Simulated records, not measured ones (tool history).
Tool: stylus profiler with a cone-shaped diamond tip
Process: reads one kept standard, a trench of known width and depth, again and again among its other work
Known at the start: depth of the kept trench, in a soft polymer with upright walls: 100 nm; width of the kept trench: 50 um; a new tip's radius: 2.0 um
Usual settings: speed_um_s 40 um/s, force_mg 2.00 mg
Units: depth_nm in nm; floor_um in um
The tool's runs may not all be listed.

| run | hour | speed_um_s | force_mg | depth_nm | floor_um |
|---|---|---|---|---|---|
| 1 | 0.0 | 40 | 2.00 | 101.47 | 48.13 |
| 2 | 92.9 | 40 | 2.00 | 101.45 | 48.11 |
| 3 | 146.0 | 40 | 2.00 | 101.45 | 48.04 |
|  | 192.3 | new tip fitted, height scale calibrated |
| 4 | 242.7 | 40 | 2.00 | 101.28 | 48.54 |
| 5 | 337.9 | 40 | 2.00 | 101.27 | 48.46 |
| 6 | 411.7 | 11 | 2.00 | 101.31 | 48.59 |
| 7 | 453.4 | 11 | 2.00 | 101.30 | 48.60 |
| 8 | 537.9 | 11 | 2.00 | 101.28 | 48.55 |
| 9 | 632.8 | 147 | 0.82 | 100.72 | 47.32 |
| 10 | 715.4 | 147 | 0.82 | 100.74 | 47.25 |
| 11 | 799.3 | 53 | 0.70 | 100.63 | 48.11 |
| 12 | 896.8 | 138 | 0.92 | 100.79 | 47.37 |

The same runs without the tool's hidden state, with the same run-to-run variation:
The hidden state here: radius of the tip, um; height scale over the true one, %; drift of the gauge itself on depth_nm, %; drift of the gauge itself on floor_um, %.
| run | depth_nm | floor_um |
|---|---|---|
| 1 | 101.32 | 48.55 |
| 2 | 101.28 | 48.55 |
| 3 | 101.29 | 48.49 |
| 4 | 101.31 | 48.58 |
| 5 | 101.29 | 48.52 |
| 6 | 101.32 | 48.67 |
| 7 | 101.31 | 48.69 |
| 8 | 101.29 | 48.67 |
| 9 | 100.71 | 47.46 |
| 10 | 100.72 | 47.41 |
| 11 | 100.62 | 48.29 |
| 12 | 100.76 | 47.57 |

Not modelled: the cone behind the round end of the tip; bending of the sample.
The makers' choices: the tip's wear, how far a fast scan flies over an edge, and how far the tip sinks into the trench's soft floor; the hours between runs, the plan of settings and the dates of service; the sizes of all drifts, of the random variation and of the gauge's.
